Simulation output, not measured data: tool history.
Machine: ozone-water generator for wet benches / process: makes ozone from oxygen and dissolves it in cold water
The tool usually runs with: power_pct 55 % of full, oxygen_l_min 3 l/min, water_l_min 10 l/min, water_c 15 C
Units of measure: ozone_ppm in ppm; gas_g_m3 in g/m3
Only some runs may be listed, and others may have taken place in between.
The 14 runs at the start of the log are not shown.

run	hour	power_pct	oxygen_l_min	water_l_min	water_c	hours of work since the electrodes were changed	hours of work since the contactor was cleaned	hours of work since the thermometer was calibrated	ozone_ppm	gas_g_m3
15	1015.6	55	1.71	10	15	1038	691	201	15.3	249.4
16	1061	55	3	10	20	1071	724	234	16.7	206.1
17	1119.9	98	3	12	13	1114	767	277	22.7	302.3
# hour 1152.4: water thermometer calibrated, once more
18	1186.7	45	3	8	12	1162	815	25	19.9	182
19	1287.6	78	3	13	15	1236	889	99	17.5	259
20	1349.3	58	3	10	14	1281	934	144	18.4	212.1
21	1410.8	83	1.56	10	15	1326	979	189	19	329
22	1502.3	83	4.04	14	8	1393	1046	256	19.5	242.4
23	1602.4	97	2.17	8	12	1466	1119	329	29.8	325.9
24	1661.3	97	2.17	10	12	1509	1162	372	23.6	323.9
25	1726.7	87	1.58	12	15	1557	1210	420	15.6	333.6
26	1780	87	1.58	12	15	1596	1249	459	15.5	336.1
27	1836.6	49	2.3	12	14	1638	1291	500	12.4	206.1
28	1940	49	2.46	6	9	1713	1366	576	26.1	200.1
29	1991.9	41	3.34	9	8	1751	1404	614	17.7	160
30	2079.8	55	4.44	10	21	1815	1468	678	16	175.2
31	2179.4	49	3	10	9	1888	1541	751	16.7	186.2
32	2269.1	49	3	10	9	1954	1607	816	16.6	184.7

Each row is a separate what-if for the run after 32, all from the same tool condition, not one after another. Results?
A	2359.4	80	3	10	9	2020	1673	882	?	?
B	2359.4	49	3	10	16	2020	1673	882	?	?
C	2359.4	56	3	9	15	2020	1673	882	?	?

run	ozone_ppm	gas_g_m3
A	22.4	246.3
B	15	181.4
C	18.5	198.3
Stripped of hidden state, with their random variation kept, the same runs would have yielded:
run	ozone_ppm	gas_g_m3
A	27.3	282
B	17.6	199.5
C	21.9	220.5
